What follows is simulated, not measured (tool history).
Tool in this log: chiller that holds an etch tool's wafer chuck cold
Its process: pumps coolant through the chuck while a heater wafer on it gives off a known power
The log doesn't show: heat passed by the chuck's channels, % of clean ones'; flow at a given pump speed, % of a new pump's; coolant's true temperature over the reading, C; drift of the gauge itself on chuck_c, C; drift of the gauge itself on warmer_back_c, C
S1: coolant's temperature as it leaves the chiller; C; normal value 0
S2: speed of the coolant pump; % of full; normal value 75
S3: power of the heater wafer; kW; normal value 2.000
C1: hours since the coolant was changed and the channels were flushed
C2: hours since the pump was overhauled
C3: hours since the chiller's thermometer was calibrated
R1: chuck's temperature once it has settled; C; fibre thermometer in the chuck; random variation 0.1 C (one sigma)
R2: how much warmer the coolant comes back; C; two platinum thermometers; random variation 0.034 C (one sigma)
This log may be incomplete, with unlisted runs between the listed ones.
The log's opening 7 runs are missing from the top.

{"run": 8, "day": 7.733, "S1": 0, "S2": 70, "S3": 2.0, "C1": 2131, "C2": 385, "C3": 3071, "R1": 20.1, "R2": 5.96}
{"run": 9, "day": 8.671, "S1": 0, "S2": 90, "S3": 2.0, "C1": 2154, "C2": 408, "C3": 3094, "R1": 17.2, "R2": 4.58}
{"run": 10, "day": 9.896, "S1": 0, "S2": 75, "S3": 2.0, "C1": 2183, "C2": 437, "C3": 3123, "R1": 19.1, "R2": 5.5}
{"run": 11, "day": 10.85, "S1": 0, "S2": 75, "S3": 2.0, "C1": 2206, "C2": 460, "C3": 3146, "R1": 19.1, "R2": 5.52}
{"run": 12, "day": 12.038, "S1": 3, "S2": 75, "S3": 2.0, "C1": 2234, "C2": 489, "C3": 3175, "R1": 22.1, "R2": 5.47}
{"run": 13, "day": 12.967, "S1": 3, "S2": 75, "S3": 2.0, "C1": 2257, "C2": 511, "C3": 3197, "R1": 22.2, "R2": 5.43}
{"run": 14, "day": 13.788, "S1": 3, "S2": 88, "S3": 2.0, "C1": 2276, "C2": 531, "C3": 3217, "R1": 20.3, "R2": 4.61}
{"run": 15, "day": 14.379, "S1": 3, "S2": 88, "S3": 2.0, "C1": 2291, "C2": 545, "C3": 3231, "R1": 20.5, "R2": 4.62}
{"run": 16, "day": 15.571, "S1": 0, "S2": 75, "S3": 2.0, "C1": 2319, "C2": 573, "C3": 3260, "R1": 19.1, "R2": 5.44}
{"run": 17, "day": 16.958, "S1": 0, "S2": 75, "S3": 2.354, "C1": 2353, "C2": 607, "C3": 3293, "R1": 22.5, "R2": 6.39}
{"run": 18, "day": 17.712, "S1": 7, "S2": 75, "S3": 2.0, "C1": 2371, "C2": 625, "C3": 3311, "R1": 26.2, "R2": 5.37}
{"day": 18.192, "done": "chiller's thermometer calibrated"}
{"run": 19, "day": 18.971, "S1": -8, "S2": 91, "S3": 2.355, "C1": 2400, "C2": 654, "C3": 19, "R1": 12.3, "R2": 5.22}
{"run": 20, "day": 19.979, "S1": 8, "S2": 62, "S3": 2.0, "C1": 2424, "C2": 678, "C3": 43, "R1": 29.5, "R2": 6.49}
{"run": 21, "day": 21.15, "S1": -8, "S2": 71, "S3": 1.043, "C1": 2452, "C2": 706, "C3": 71, "R1": 2.2, "R2": 2.78}
{"run": 22, "day": 22.5, "S1": -4, "S2": 75, "S3": 2.0, "C1": 2485, "C2": 739, "C3": 103, "R1": 15.0, "R2": 5.35}
{"run": 23, "day": 23.567, "S1": 7, "S2": 75, "S3": 2.0, "C1": 2510, "C2": 764, "C3": 129, "R1": 26.1, "R2": 5.26}
{"run": 24, "day": 24.675, "S1": 0, "S2": 76, "S3": 1.764, "C1": 2537, "C2": 791, "C3": 156, "R1": 16.7, "R2": 4.59}
{"run": 25, "day": 25.467, "S1": 0, "S2": 76, "S3": 1.764, "C1": 2556, "C2": 810, "C3": 175, "R1": 16.7, "R2": 4.54}
{"run": 26, "day": 26.821, "S1": 0, "S2": 95, "S3": 1.764, "C1": 2588, "C2": 842, "C3": 207, "R1": 14.7, "R2": 3.58}
{"run": 27, "day": 27.4, "S1": 0, "S2": 95, "S3": 1.764, "C1": 2602, "C2": 856, "C3": 221, "R1": 14.6, "R2": 3.49}
{"run": 28, "day": 28.392, "S1": 0, "S2": 75, "S3": 2.727, "C1": 2626, "C2": 880, "C3": 245, "R1": 26.1, "R2": 7.32}

Expected results for the next run?
{"run": 29, "day": 29.488, "S1": 9, "S2": 75, "S3": 2.287, "C1": 2652, "C2": 906, "C3": 271, "R1": "?", "R2": "?"}

Run 29 yielded R1 30.9 C, R2 5.97 C.
Had the tool carried no hidden state, the very same run would have given R1 30.9 C, R2 6.40 C.

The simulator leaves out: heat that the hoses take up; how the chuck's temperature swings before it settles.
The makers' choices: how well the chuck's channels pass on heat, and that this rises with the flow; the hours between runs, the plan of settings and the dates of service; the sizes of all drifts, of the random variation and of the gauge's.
